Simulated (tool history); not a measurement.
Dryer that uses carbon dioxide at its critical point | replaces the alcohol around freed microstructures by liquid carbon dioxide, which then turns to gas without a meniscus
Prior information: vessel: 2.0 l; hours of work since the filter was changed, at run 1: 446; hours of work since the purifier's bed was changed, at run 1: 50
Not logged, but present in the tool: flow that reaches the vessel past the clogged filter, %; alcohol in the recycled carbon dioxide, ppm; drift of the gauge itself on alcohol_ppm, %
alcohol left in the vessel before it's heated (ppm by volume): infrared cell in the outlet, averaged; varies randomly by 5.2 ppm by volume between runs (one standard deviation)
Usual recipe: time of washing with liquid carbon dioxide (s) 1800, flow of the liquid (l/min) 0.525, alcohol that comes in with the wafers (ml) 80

run     day  time of washing with liquid carbon dioxide (s)  flow of the liquid (l/min)  alcohol that comes in with the wafers (ml)  hours of work since the filter was changed  hours of work since the purifier's bed was changed  alcohol left in the vessel before it's heated (ppm by volume)
  1       0                                            1800                       0.525                                          80                                         446                                                  50                                                            141
  2   1.862                                            1620                       0.525                                          80                                         465                                                  69                                                            240
  3   3.617                                            1620                       0.525                                          80                                         482                                                  86                                                            248
  4   6.508                                            1620                       0.525                                          80                                         511                                                 115                                                            266
  5   8.129                                            1620                       0.525                                          80                                         527                                                 132                                                            269
      9.242  -- inlet filter changed
  6  10.725                                            1800                       0.525                                          20                                          15                                                 157                                                             69
  7   13.05                                            1800                       0.525                                          20                                          38                                                 181                                                             86
  8  14.375                                            1800                       0.525                                          20                                          52                                                 194                                                             79
  9  16.412                                            1800                       0.525                                          20                                          72                                                 215                                                             85
 10  18.408                                            1800                       0.525                                          20                                          92                                                 235                                                             93
 11  21.362                                            1800                       0.617                                          80                                         122                                                 264                                                            123
 12  23.388                                            2100                       0.525                                          80                                         142                                                 285                                                            117
 13   24.85                                            2100                       0.525                                          80                                         157                                                 299                                                            128
 14   26.35                                            1800                       0.525                                          45                                         172                                                 314                                                            159
 15  27.538                                            1800                       0.525                                          45                                         184                                                 326                                                            157
 16  29.838                                            1800                       0.525                                          45                                         207                                                 349                                                            174
 17  32.696                                            1800                       0.525                                          80                                         236                                                 378                                                            207
 18  34.871                                            1800                       0.525                                          80                                         257                                                 400                                                            220
 19   37.45                                            1800                       0.525                                          80                                         283                                                 426                                                            235
 20  39.333                                            1800                       0.525                                          80                                         302                                                 445                                                            249
 21  40.771                                            1620                       0.525                                          80                                         317                                                 459                                                            345
 22  42.779                                            1800                       0.525                                          80                                         337                                                 479                                                            256
 23  44.775                                            1800                       0.525                                          80                                         357                                                 499                                                            271
 24  46.375                                            1800                       0.525                                          80                                         373                                                 515                                                            271
 25  48.333                                            1140                       0.803                                          80                                         393                                                 535                                                            302
 26  49.558                                            1740                       0.565                                          46                                         405                                                 547                                                            202
 27  50.796                                            1800                       0.548                                          46                                         417                                                 560                                                            214
 28  53.625                                            1800                       0.548                                          46                                         446                                                 588                                                            218
 29  55.317                                            1500                       0.777                                          48                                         463                                                 605                                                            195
 30  57.112                                            2700                       0.524                                          80                                         481                                                 623                                                            185
 31  58.817                                            1260                       0.699                                          80                                         498                                                 640                                                            376
 32  61.292                                            1260                        0.73                                          80                                         523                                                 665                                                            349
     62.917  -- inlet filter changed
 33  64.138                                            1680                       0.549                                          36                                          12                                                 693                                                            255
 34  65.783                                            1260                       0.525                                         106                                          29                                                 710                                                            983
 35    67.4                                            1260                       0.339                                          27                                          45                                                 726                                                           1074
 36  69.204                                            1800                       0.458                                          29                                          63                                                 744                                                            284
 37  70.442                                            1800                       0.458                                          29                                          76                                                 757                                                            294
 38  71.967                                            1800                       0.525                                         106                                          91                                                 772                                                            341
 39  73.508                                            1800                       0.407                                          56                                         106                                                 787                                                            487

Predict the results of run 40:
 40  75.192                                            1800                       0.407                                          56                                         123                                                 804                                                              ?

{"run 40": {"alcohol left in the vessel before it's heated (ppm by volume)": 496}}
The same run, on a tool lacking any hidden state, would have yielded alcohol left in the vessel before it's heated (ppm by volume) 256.
